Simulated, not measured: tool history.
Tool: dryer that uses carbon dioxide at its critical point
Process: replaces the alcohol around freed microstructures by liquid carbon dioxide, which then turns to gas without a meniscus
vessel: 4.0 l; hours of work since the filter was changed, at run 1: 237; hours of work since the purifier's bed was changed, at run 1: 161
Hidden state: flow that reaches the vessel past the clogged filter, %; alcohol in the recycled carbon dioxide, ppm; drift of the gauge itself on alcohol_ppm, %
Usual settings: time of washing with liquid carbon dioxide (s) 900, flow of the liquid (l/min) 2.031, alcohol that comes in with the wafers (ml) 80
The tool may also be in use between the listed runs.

| run | hour | time of washing with liquid carbon dioxide (s) | flow of the liquid (l/min) | alcohol that comes in with the wafers (ml) | hours of work since the filter was changed | hours of work since the purifier's bed was changed | alcohol left in the vessel before it's heated (ppm by volume) |
|---|---|---|---|---|---|---|---|
| 1 | 0.0 | 900 | 2.031 | 80 | 237 | 161 | 45 |
| 2 | 11.8 | 900 | 2.031 | 80 | 245 | 169 | 48 |
| 3 | 24.2 | 840 | 2.031 | 80 | 255 | 179 | 70 |
| 4 | 41.2 | 840 | 2.031 | 80 | 267 | 191 | 60 |
| 5 | 51.6 | 780 | 2.031 | 80 | 275 | 199 | 94 |
| 6 | 68.5 | 900 | 3.100 | 80 | 287 | 211 | 31 |
| 7 | 90.1 | 900 | 3.100 | 80 | 303 | 227 | 34 |
| 8 | 106.9 | 900 | 2.031 | 49 | 316 | 240 | 52 |
| 9 | 122.5 | 900 | 2.031 | 49 | 327 | 251 | 52 |
| 10 | 147.8 | 900 | 2.031 | 60 | 346 | 270 | 55 |
| 11 | 166.1 | 900 | 2.031 | 60 | 360 | 283 | 72 |
| 12 | 188.6 | 900 | 2.031 | 60 | 376 | 300 | 63 |
| 13 | 202.5 | 900 | 2.031 | 60 | 386 | 310 | 61 |
| 14 | 228.0 | 600 | 2.370 | 33 | 405 | 329 | 107 |
| 15 | 253.0 | 900 | 2.780 | 61 | 424 | 348 | 44 |
|  | 264.0 | inlet filter changed |
| 16 | 270.2 | 1200 | 1.790 | 37 | 5 | 360 | 55 |
| 17 | 291.3 | 1020 | 2.420 | 49 | 20 | 375 | 35 |
| 18 | 301.8 | 1260 | 2.420 | 50 | 28 | 383 | 38 |
| 19 | 317.8 | 900 | 1.390 | 65 | 40 | 395 | 160 |
| 20 | 329.5 | 600 | 2.360 | 44 | 48 | 404 | 86 |
| 21 | 340.0 | 720 | 3.140 | 80 | 56 | 411 | 50 |
| 22 | 354.5 | 720 | 3.140 | 80 | 67 | 422 | 55 |
| 23 | 375.1 | 1080 | 1.400 | 104 | 82 | 437 | 116 |

Forecast each of these 4 alternatives for the next run:
| A | 397.5 | 720 | 1.400 | 79 | 99 | 454 | ? |
| B | 397.5 | 1080 | 1.400 | 96 | 99 | 454 | ? |
| C | 397.5 | 1080 | 1.400 | 74 | 99 | 454 | ? |
| D | 397.5 | 900 | 1.460 | 21 | 99 | 454 | ? |

| run | alcohol left in the vessel before it's heated (ppm by volume) |
|---|---|
| A | 452 |
| B | 112 |
| C | 118 |
| D | 81 |
Without the tool's hidden state the same runs would have given:
| run | alcohol left in the vessel before it's heated (ppm by volume) |
|---|---|
| A | 341 |
| B | 47 |
| C | 59 |
| D | 27 |
